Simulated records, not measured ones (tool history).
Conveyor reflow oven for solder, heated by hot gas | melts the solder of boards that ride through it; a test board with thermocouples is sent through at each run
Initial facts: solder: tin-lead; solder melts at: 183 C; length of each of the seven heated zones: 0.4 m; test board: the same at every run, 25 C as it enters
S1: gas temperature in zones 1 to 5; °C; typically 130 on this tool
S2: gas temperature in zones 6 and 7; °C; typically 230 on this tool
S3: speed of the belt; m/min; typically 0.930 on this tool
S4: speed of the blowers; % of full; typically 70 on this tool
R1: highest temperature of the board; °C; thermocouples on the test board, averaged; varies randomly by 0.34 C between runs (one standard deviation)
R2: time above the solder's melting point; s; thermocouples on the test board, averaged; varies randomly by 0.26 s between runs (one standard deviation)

run	hour	S1	S2	S3	S4	R1	R2
1	0.0	130	230	0.930	70	210.6	33.3
2	8.5	130	230	0.930	70	211.2	33.0
3	17.8	130	230	0.930	68	209.9	32.6
4	25.3	130	230	0.930	64	209.0	31.2
# hour 31.4: flux residue cleaned out of gas plates and filters
5	43.6	130	230	0.930	64	206.4	29.8
6	51.2	130	230	0.930	70	208.2	31.4
7	65.9	130	236	0.930	70	213.4	34.9
8	74.4	130	236	0.930	70	213.6	34.7
9	82.1	122	236	0.959	82	214.1	31.6
10	99.0	124	221	0.930	70	200.0	22.7

Forecast run 11:
# hour 111.4: belt drive overhauled, speed set with a stopwatch
11	120.9	136	228	0.788	82	?	?

Run 11 measured R1 214.9 °C, R2 44.5 s.
Minus the tool's unlogged condition, the same run would have read R1 218.2 °C, R2 47.5 s.

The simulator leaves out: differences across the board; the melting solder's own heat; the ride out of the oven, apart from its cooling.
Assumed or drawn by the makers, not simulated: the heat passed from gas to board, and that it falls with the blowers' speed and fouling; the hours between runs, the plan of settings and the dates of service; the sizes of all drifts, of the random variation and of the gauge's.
